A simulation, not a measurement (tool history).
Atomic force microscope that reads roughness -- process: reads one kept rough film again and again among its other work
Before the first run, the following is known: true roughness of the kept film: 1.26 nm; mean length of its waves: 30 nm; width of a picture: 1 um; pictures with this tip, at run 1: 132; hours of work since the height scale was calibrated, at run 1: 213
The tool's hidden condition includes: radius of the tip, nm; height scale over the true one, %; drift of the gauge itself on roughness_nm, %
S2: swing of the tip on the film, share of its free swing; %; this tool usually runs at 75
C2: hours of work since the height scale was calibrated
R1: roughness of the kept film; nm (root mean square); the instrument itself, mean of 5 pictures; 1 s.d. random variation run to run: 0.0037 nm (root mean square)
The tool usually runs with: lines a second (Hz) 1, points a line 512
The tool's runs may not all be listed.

Run 1, hour 0: usual settings; pictures with this tip 132; C2 213. Result: R1 1.146 nm (root mean square).
Run 2, hour 10.1: usual settings; pictures with this tip 145; C2 219. Result: R1 1.138 nm (root mean square).
Run 3, hour 19.1: usual settings but points a line 1004; pictures with this tip 157; C2 225. Result: R1 1.152 nm (root mean square).
Run 4, hour 30.5: usual settings but points a line 1004; pictures with this tip 172; C2 232. Result: R1 1.143 nm (root mean square).
Run 5, hour 39.2: usual settings but points a line 1004; pictures with this tip 183; C2 238. Result: R1 1.132 nm (root mean square).
Run 6, hour 51.5: usual settings; pictures with this tip 199; C2 246. Result: R1 1.136 nm (root mean square).
Run 7, hour 59.6: usual settings; pictures with this tip 210; C2 251. Result: R1 1.124 nm (root mean square).
At hour 65.9: new tip fitted.
Run 8, hour 66.7: usual settings; pictures with this tip 1; C2 255. Result: R1 1.181 nm (root mean square).
At hour 68.6: height scale calibrated on a step standard.
Run 9, hour 80.9: usual settings but S2 70 %; pictures with this tip 18; C2 8. Result: R1 1.175 nm (root mean square).
Run 10, hour 88.3: usual settings but S2 70 %; pictures with this tip 28; C2 13. Result: R1 1.185 nm (root mean square).
Run 11, hour 101.1: usual settings but lines a second (Hz) 1.19, S2 69 %, points a line 259; pictures with this tip 44; C2 21. Result: R1 1.153 nm (root mean square).
Run 12, hour 114.7: usual settings but lines a second (Hz) 0.94, S2 64 %, points a line 324; pictures with this tip 62; C2 30. Result: R1 1.174 nm (root mean square).
Run 13, hour 125.8: usual settings but lines a second (Hz) 0.94, S2 64 %, points a line 324; pictures with this tip 77; C2 37. Result: R1 1.173 nm (root mean square).
Run 14, hour 133.2: usual settings but points a line 434; pictures with this tip 86; C2 42. Result: R1 1.151 nm (root mean square).
Run 15, hour 139.2: usual settings but lines a second (Hz) 0.56, S2 69 %, points a line 381; pictures with this tip 94; C2 46. Result: R1 1.177 nm (root mean square).
Run 16, hour 147.2: usual settings but lines a second (Hz) 0.56, S2 69 %, points a line 381; pictures with this tip 105; C2 51. Result: R1 1.17 nm (root mean square).
At hour 152.9: height scale calibrated on a step standard, once more.
Run 17, hour 154.8: usual settings but lines a second (Hz) 3.99, S2 73 %, points a line 336; pictures with this tip 113; C2 1. Result: R1 1.033 nm (root mean square).

Hidden state at the last listed run before each entry between runs and at the first one after, where it differs:
In the gap between runs 7 and 8: new tip fitted (hour 65.9)
  radius of the tip, nm: 11.9 -> 5.4
  measured value less the no-hidden-state value, R1: -0.042 -> -0.003 nm (root mean square)
In the gap between runs 8 and 9: height scale calibrated on a step standard (hour 68.6)
  radius of the tip, nm: 5.4 -> 5.9; height scale over the true one, %: -0.04 -> -0.06
  measured value less the no-hidden-state value, R1: -0.003 -> -0.006 nm (root mean square)
In the gap between runs 16 and 17: height scale calibrated on a step standard, once more (hour 152.9)
  radius of the tip, nm: 8.5 -> 8.8; height scale over the true one, %: -0.1 -> 0.04
  measured value less the no-hidden-state value, R1: -0.024 -> -0.021 nm (root mean square)
